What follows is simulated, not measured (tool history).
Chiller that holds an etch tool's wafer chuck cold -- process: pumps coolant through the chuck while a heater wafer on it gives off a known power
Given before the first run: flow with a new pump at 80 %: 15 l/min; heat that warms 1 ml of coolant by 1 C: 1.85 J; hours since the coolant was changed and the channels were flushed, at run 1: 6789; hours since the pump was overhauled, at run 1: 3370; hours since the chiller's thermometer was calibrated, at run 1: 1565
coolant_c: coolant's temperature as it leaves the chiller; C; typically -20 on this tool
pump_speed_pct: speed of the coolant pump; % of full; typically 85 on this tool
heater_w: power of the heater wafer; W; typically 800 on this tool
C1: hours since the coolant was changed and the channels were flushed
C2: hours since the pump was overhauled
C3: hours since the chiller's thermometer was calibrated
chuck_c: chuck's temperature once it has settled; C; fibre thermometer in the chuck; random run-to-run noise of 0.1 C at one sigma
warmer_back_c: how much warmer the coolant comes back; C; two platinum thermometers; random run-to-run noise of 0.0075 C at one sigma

Run 1, hour 0: usual settings; C1 6789; C2 3370; C3 1565. Result: chuck_c -10.8 C, warmer_back_c 1.639 C.
Run 2, hour 51.5: usual settings; C1 6840; C2 3421; C3 1617. Result: chuck_c -11.1 C, warmer_back_c 1.643 C.
Run 3, hour 108.1: usual settings; C1 6897; C2 3478; C3 1674. Result: chuck_c -11 C, warmer_back_c 1.644 C.
Run 4, hour 211.9: usual settings but pump_speed_pct 95 % of full; C1 7001; C2 3582; C3 1777. Result: chuck_c -11.7 C, warmer_back_c 1.456 C.
Run 5, hour 273.5: usual settings but pump_speed_pct 95 % of full; C1 7062; C2 3643; C3 1839. Result: chuck_c -11.5 C, warmer_back_c 1.442 C.
Run 6, hour 391.9: usual settings but pump_speed_pct 95 % of full; C1 7181; C2 3762; C3 1957. Result: chuck_c -11.4 C, warmer_back_c 1.459 C.
Run 7, hour 476.3: usual settings but pump_speed_pct 95 % of full; C1 7265; C2 3846; C3 2042. Result: chuck_c -11.4 C, warmer_back_c 1.454 C.
Run 8, hour 546.7: usual settings but coolant_c -16 C, pump_speed_pct 95 % of full, heater_w 693 W; C1 7335; C2 3916; C3 2112. Result: chuck_c -8.7 C, warmer_back_c 1.269 C.
Run 9, hour 640.4: usual settings but coolant_c -23 C, pump_speed_pct 63 % of full, heater_w 1013 W; C1 7429; C2 4010; C3 2206. Result: chuck_c -8.6 C, warmer_back_c 2.92 C.
At hour 693.9: chiller's thermometer calibrated.
Run 10, hour 693.9: usual settings but coolant_c -12 C, pump_speed_pct 63 % of full, heater_w 694 W; C1 7482; C2 4063; C3 0. Result: chuck_c -2.2 C, warmer_back_c 2.005 C.
Run 11, hour 742: usual settings but coolant_c -15 C, pump_speed_pct 92 % of full, heater_w 430 W; C1 7530; C2 4111; C3 48. Result: chuck_c -10.5 C, warmer_back_c 0.814 C.
Run 12, hour 860.4: usual settings but pump_speed_pct 94 % of full; C1 7648; C2 4229; C3 167. Result: chuck_c -11.4 C, warmer_back_c 1.479 C.
Run 13, hour 954.9: usual settings but pump_speed_pct 94 % of full; C1 7743; C2 4324; C3 261. Result: chuck_c -11.4 C, warmer_back_c 1.477 C.

Alternative continuations, all from the tool just after run 13; predict every row:
Run A, hour 1059.3: usual settings but pump_speed_pct 94 % of full, heater_w 729 W; C1 7847; C2 4428; C3 365. Result: chuck_c ?, warmer_back_c ?.
Run B, hour 1059.3: usual settings but coolant_c -14 C, pump_speed_pct 94 % of full; C1 7847; C2 4428; C3 365. Result: chuck_c ?, warmer_back_c ?.
Run C, hour 1059.3: usual settings but coolant_c -25 C, pump_speed_pct 66 % of full, heater_w 674 W; C1 7847; C2 4428; C3 365. Result: chuck_c ?, warmer_back_c ?.
Run D, hour 1059.3: usual settings but coolant_c -19 C, pump_speed_pct 81 % of full; C1 7847; C2 4428; C3 365. Result: chuck_c ?, warmer_back_c ?.

run  chuck_c  warmer_back_c
  A      -12          1.352
  B     -5.4          1.482
  C    -15.7          1.849
  D     -9.3          1.744
What these runs would have given with no unlogged condition in the tool:
run  chuck_c  warmer_back_c
  A    -13.3          1.318
  B     -6.8          1.445
  C    -17.2          1.803
  D    -10.8            1.7

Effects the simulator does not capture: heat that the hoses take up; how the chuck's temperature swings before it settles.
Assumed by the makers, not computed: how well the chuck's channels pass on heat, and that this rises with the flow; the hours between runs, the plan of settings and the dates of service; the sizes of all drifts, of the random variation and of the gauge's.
